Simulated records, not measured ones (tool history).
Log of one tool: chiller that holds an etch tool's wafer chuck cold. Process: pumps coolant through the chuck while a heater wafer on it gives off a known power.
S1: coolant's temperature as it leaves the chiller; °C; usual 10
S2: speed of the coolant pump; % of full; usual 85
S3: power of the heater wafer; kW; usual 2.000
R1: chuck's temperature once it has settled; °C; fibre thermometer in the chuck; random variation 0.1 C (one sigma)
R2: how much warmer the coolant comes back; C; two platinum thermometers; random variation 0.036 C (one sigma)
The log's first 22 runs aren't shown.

run   hour  S1  S2     S3    R1     R2
 23  621.0  17  85  1.668  38.6   5.54
 24  655.6  17  85  1.668  38.7   5.55
 25  682.5  17  85  1.668  38.7   5.51
 26  704.6  15  85  1.255  31.2   4.21
 27  741.1  13  67  2.000  44.5   8.45
 28  777.9   9  90  2.279  37.6   7.27
 29  793.5  19  78  2.000  47.1   7.31
 30  810.5  19  78  2.000  46.9   7.28
 31  837.1   0  73  2.631  38.8  10.14

3 ways to go on from here, each from the tool as it stands after run 31. What would each give?
  A  873.9  15  95  1.644   ?   ?
  B  873.9  15  79  1.171   ?   ?
  C  873.9  17  90  2.000   ?   ?

run    R1    R2
  A  34.9  4.94
  B  31.2  4.27
  C  42.1  6.40
Without the tool's hidden state the same runs would have given:
run    R1    R2
  A  33.0  4.88
  B  29.7  4.22
  C  39.7  6.31
